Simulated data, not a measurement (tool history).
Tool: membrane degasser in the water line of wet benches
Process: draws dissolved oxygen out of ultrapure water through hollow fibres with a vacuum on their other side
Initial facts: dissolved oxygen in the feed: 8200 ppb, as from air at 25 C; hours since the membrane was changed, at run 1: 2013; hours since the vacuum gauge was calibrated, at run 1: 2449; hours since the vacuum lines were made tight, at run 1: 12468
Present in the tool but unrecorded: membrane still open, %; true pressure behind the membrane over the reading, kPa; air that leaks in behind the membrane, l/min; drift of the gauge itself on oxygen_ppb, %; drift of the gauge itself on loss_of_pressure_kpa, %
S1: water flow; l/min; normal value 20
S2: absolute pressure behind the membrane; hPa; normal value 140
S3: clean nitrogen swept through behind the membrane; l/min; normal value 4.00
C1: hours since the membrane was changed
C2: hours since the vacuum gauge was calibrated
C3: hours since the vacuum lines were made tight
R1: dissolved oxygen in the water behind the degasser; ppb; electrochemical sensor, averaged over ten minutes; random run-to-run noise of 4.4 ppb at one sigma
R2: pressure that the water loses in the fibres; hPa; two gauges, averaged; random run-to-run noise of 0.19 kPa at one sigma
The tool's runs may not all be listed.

run 1 day=0.000 | S1=20 S2=140 S3=4.00 | C1=2013 C2=2449 C3=12468 | R1=452.2 R2=371.9
run 2 day=1.488 | S1=20 S2=140 S3=4.00 | C1=2049 C2=2484 C3=12504 | R1=442.4 R2=370.3
run 3 day=2.842 | S1=20 S2=140 S3=4.00 | C1=2081 C2=2517 C3=12536 | R1=449.7 R2=372.9
run 4 day=4.808 | S1=20 S2=140 S3=4.00 | C1=2129 C2=2564 C3=12583 | R1=449.4 R2=375.6
run 5 day=7.021 | S1=20 S2=140 S3=4.00 | C1=2182 C2=2617 C3=12636 | R1=456.9 R2=370.3
run 6 day=8.396 | S1=20 S2=140 S3=4.00 | C1=2215 C2=2650 C3=12670 | R1=454.4 R2=372.2
run 7 day=9.625 | S1=20 S2=140 S3=4.00 | C1=2244 C2=2680 C3=12699 | R1=450.4 R2=368.7
run 8 day=11.096 | S1=20 S2=140 S3=4.00 | C1=2279 C2=2715 C3=12734 | R1=455.5 R2=368.8
run 9 day=12.646 | S1=20 S2=140 S3=4.00 | C1=2317 C2=2752 C3=12772 | R1=453.8 R2=374.4
-- day=13.908 seals of the vacuum lines changed
run 10 day=15.021 | S1=20 S2=140 S3=4.00 | C1=2372 C2=2807 C3=27 | R1=448.1 R2=374.8
run 11 day=17.388 | S1=23 S2=140 S3=4.00 | C1=2428 C2=2864 C3=83 | R1=588.2 R2=428.3
run 12 day=19.004 | S1=20 S2=140 S3=4.00 | C1=2467 C2=2903 C3=122 | R1=449.9 R2=373.3
run 13 day=20.458 | S1=20 S2=140 S3=4.00 | C1=2502 C2=2938 C3=157 | R1=452.1 R2=370.9
run 14 day=22.567 | S1=20 S2=140 S3=4.00 | C1=2553 C2=2988 C3=208 | R1=452.0 R2=377.1
run 15 day=24.725 | S1=20 S2=140 S3=4.00 | C1=2604 C2=3040 C3=260 | R1=450.9 R2=376.2
run 16 day=26.650 | S1=20 S2=140 S3=5.17 | C1=2651 C2=3086 C3=306 | R1=427.8 R2=369.5
run 17 day=28.529 | S1=20 S2=140 S3=5.17 | C1=2696 C2=3131 C3=351 | R1=425.7 R2=369.3
run 18 day=30.358 | S1=13 S2=90 S3=7.57 | C1=2740 C2=3175 C3=395 | R1=116.3 R2=241.1
run 19 day=31.925 | S1=13 S2=90 S3=7.57 | C1=2777 C2=3213 C3=432 | R1=112.6 R2=244.1
run 20 day=34.112 | S1=14 S2=310 S3=5.83 | C1=2830 C2=3265 C3=485 | R1=279.9 R2=260.1
run 21 day=36.446 | S1=15 S2=145 S3=4.00 | C1=2886 C2=3321 C3=541 | R1=243.9 R2=276.9
run 22 day=38.033 | S1=27 S2=140 S3=3.08 | C1=2924 C2=3360 C3=579 | R1=850.8 R2=503.1
run 23 day=40.162 | S1=23 S2=96 S3=9.51 | C1=2975 C2=3411 C3=630 | R1=494.1 R2=430.2
run 24 day=42.050 | S1=16 S2=140 S3=4.00 | C1=3020 C2=3456 C3=675 | R1=271.7 R2=299.9

Forecast run 25:
run 25 day=43.538 | S1=20 S2=266 S3=4.00 | C1=3056 C2=3492 C3=711 | R1=? R2=?

For run 25 the tool returned R1 580.8 ppb, R2 376.2 hPa.
With the hidden condition absent and the run-to-run variation left alone, this run would have shown R1 569.0 ppb, R2 372.2 hPa.
